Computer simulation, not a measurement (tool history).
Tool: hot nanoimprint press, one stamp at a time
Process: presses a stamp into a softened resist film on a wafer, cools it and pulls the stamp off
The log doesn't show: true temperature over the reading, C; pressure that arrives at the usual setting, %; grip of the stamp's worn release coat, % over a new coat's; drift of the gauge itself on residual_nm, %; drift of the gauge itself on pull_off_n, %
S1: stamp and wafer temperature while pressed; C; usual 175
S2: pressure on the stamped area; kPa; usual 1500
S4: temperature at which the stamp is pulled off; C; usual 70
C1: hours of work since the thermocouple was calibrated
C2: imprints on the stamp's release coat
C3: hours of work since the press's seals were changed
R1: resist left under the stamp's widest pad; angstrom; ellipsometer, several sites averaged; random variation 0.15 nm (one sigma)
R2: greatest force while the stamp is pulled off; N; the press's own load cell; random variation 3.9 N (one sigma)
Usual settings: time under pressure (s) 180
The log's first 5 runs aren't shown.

run 6 hour=85.2 | S1=175 S2=1500 time_under_pressure_(s)=180 S4=70 | C1=200 C2=1421 C3=326 | R1=1101 R2=256
run 7 hour=105.2 | S1=175 S2=1500 time_under_pressure_(s)=180 S4=70 | C1=213 C2=1462 C3=339 | R1=1100 R2=253
run 8 hour=118.9 | S1=175 S2=1500 time_under_pressure_(s)=180 S4=70 | C1=222 C2=1491 C3=347 | R1=1100 R2=261
run 9 hour=138.1 | S1=175 S2=1500 time_under_pressure_(s)=180 S4=70 | C1=235 C2=1530 C3=360 | R1=1098 R2=259
run 10 hour=154.3 | S1=175 S2=1390 time_under_pressure_(s)=180 S4=70 | C1=245 C2=1563 C3=370 | R1=1141 R2=252
run 11 hour=163.7 | S1=179 S2=1500 time_under_pressure_(s)=180 S4=70 | C1=251 C2=1583 C3=377 | R1=929 R2=261
run 12 hour=176.8 | S1=186 S2=1500 time_under_pressure_(s)=180 S4=70 | C1=260 C2=1610 C3=385 | R1=692 R2=259
run 13 hour=191.2 | S1=175 S2=1500 time_under_pressure_(s)=326 S4=70 | C1=269 C2=1639 C3=394 | R1=874 R2=256
run 14 hour=199.7 | S1=175 S2=1500 time_under_pressure_(s)=326 S4=70 | C1=275 C2=1657 C3=400 | R1=875 R2=259
run 15 hour=218.0 | S1=175 S2=1500 time_under_pressure_(s)=326 S4=70 | C1=286 C2=1695 C3=412 | R1=875 R2=270
-- hour=235.1 plate thermocouple calibrated
run 16 hour=240.8 | S1=175 S2=2000 time_under_pressure_(s)=169 S4=61 | C1=4 C2=1735 C3=425 | R1=1001 R2=334
run 17 hour=260.0 | S1=175 S2=1500 time_under_pressure_(s)=180 S4=70 | C1=16 C2=1775 C3=437 | R1=1122 R2=274
run 18 hour=272.1 | S1=173 S2=1840 time_under_pressure_(s)=180 S4=68 | C1=24 C2=1800 C3=445 | R1=1113 R2=293
run 19 hour=286.7 | S1=171 S2=1500 time_under_pressure_(s)=180 S4=70 | C1=33 C2=1830 C3=454 | R1=1323 R2=284
run 20 hour=299.5 | S1=186 S2=1500 time_under_pressure_(s)=180 S4=70 | C1=42 C2=1856 C3=463 | R1=707 R2=276
run 21 hour=314.5 | S1=175 S2=2230 time_under_pressure_(s)=180 S4=73 | C1=51 C2=1887 C3=472 | R1=929 R2=254
run 22 hour=327.2 | S1=175 S2=2230 time_under_pressure_(s)=180 S4=73 | C1=60 C2=1913 C3=481 | R1=927 R2=250
run 23 hour=347.3 | S1=175 S2=2230 time_under_pressure_(s)=180 S4=73 | C1=73 C2=1955 C3=494 | R1=926 R2=249

Forecast run 24:
run 24 hour=356.1 | S1=168 S2=1250 time_under_pressure_(s)=137 S4=58 | C1=78 C2=1973 C3=499 | R1=? R2=?

{"run 24": {"R1": 1712, "R2": 380}}
Without the tool's hidden state the same run would have given R1 1704 angstrom, R2 256 N.

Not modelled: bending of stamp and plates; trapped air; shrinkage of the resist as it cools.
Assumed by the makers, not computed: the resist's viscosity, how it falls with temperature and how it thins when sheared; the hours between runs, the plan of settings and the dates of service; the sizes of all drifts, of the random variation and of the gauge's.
